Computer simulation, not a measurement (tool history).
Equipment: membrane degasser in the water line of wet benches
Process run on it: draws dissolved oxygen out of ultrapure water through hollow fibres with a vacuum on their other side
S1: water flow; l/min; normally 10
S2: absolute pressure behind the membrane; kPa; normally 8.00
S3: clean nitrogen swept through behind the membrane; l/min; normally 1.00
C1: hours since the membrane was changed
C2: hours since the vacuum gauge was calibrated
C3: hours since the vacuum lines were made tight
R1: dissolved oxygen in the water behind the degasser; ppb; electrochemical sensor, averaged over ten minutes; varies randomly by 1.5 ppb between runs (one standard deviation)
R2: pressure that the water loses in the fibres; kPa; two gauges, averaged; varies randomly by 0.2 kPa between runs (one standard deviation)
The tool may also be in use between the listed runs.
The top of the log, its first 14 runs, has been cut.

| run | day | S1 | S2 | S3 | C1 | C2 | C3 | R1 | R2 |
|---|---|---|---|---|---|---|---|---|---|
| 15 | 24.896 | 10 | 16.87 | 1.00 | 2232 | 5718 | 5636 | 372.9 | 45.84 |
| 16 | 26.104 | 10 | 16.87 | 1.00 | 2261 | 5747 | 5665 | 371.8 | 45.53 |
| 17 | 27.425 | 10 | 8.00 | 1.18 | 2293 | 5779 | 5697 | 149.2 | 45.75 |
| 18 | 29.938 | 15 | 8.00 | 2.92 | 2353 | 5839 | 5757 | 152.0 | 68.31 |
| 19 | 31.179 | 7 | 18.92 | 1.00 | 2383 | 5869 | 5787 | 298.6 | 32.02 |
| 20 | 33.408 | 10 | 12.02 | 1.00 | 2437 | 5922 | 5840 | 259.4 | 45.28 |
| 21 | 35.067 | 10 | 12.02 | 1.00 | 2476 | 5962 | 5880 | 260.6 | 45.79 |
| 22 | 36.946 | 7 | 12.02 | 1.00 | 2522 | 6007 | 5925 | 180.3 | 31.95 |
| 23 | 38.721 | 7 | 12.02 | 1.00 | 2564 | 6050 | 5968 | 179.9 | 32.22 |
| 24 | 40.421 | 7 | 8.00 | 2.19 | 2605 | 6091 | 6008 | 64.3 | 31.99 |
| 25 | 41.612 | 6 | 18.83 | 2.19 | 2634 | 6119 | 6037 | 128.9 | 27.54 |
| 26 | 43.171 | 11 | 8.89 | 0.97 | 2671 | 6157 | 6075 | 215.7 | 50.33 |
| 27 | 44.942 | 11 | 8.89 | 0.97 | 2713 | 6199 | 6117 | 213.3 | 50.44 |
| 28 | 46.421 | 12 | 12.79 | 1.04 | 2749 | 6235 | 6152 | 331.1 | 55.18 |
| 29 | 47.988 | 12 | 12.79 | 1.04 | 2787 | 6272 | 6190 | 325.0 | 55.02 |
| 30 | 49.379 | 16 | 12.79 | 0.51 | 2820 | 6306 | 6223 | 703.2 | 73.53 |
| 31 | 51.604 | 16 | 12.79 | 0.51 | 2873 | 6359 | 6277 | 723.0 | 72.96 |
| 32 | 53.821 | 9 | 12.79 | 2.60 | 2927 | 6412 | 6330 | 122.9 | 41.18 |
| 33 | 55.617 | 9 | 12.79 | 2.60 | 2970 | 6455 | 6373 | 122.0 | 41.29 |

3 ways to go on from here, each from the tool as it stands after run 33. What would each give?
| A | 57.892 | 10 | 7.64 | 1.00 | 3024 | 6510 | 6428 | ? | ? |
| B | 57.892 | 11 | 12.79 | 0.52 | 3024 | 6510 | 6428 | ? | ? |
| C | 57.892 | 6 | 17.96 | 1.00 | 3024 | 6510 | 6428 | ? | ? |

| run | R1 | R2 |
|---|---|---|
| A | 163.3 | 45.73 |
| B | 507.0 | 50.69 |
| C | 241.4 | 27.47 |
With no hidden state in the tool, these same runs would have given:
| run | R1 | R2 |
|---|---|---|
| A | 143.9 | 44.80 |
| B | 473.8 | 49.66 |
| C | 223.4 | 26.91 |
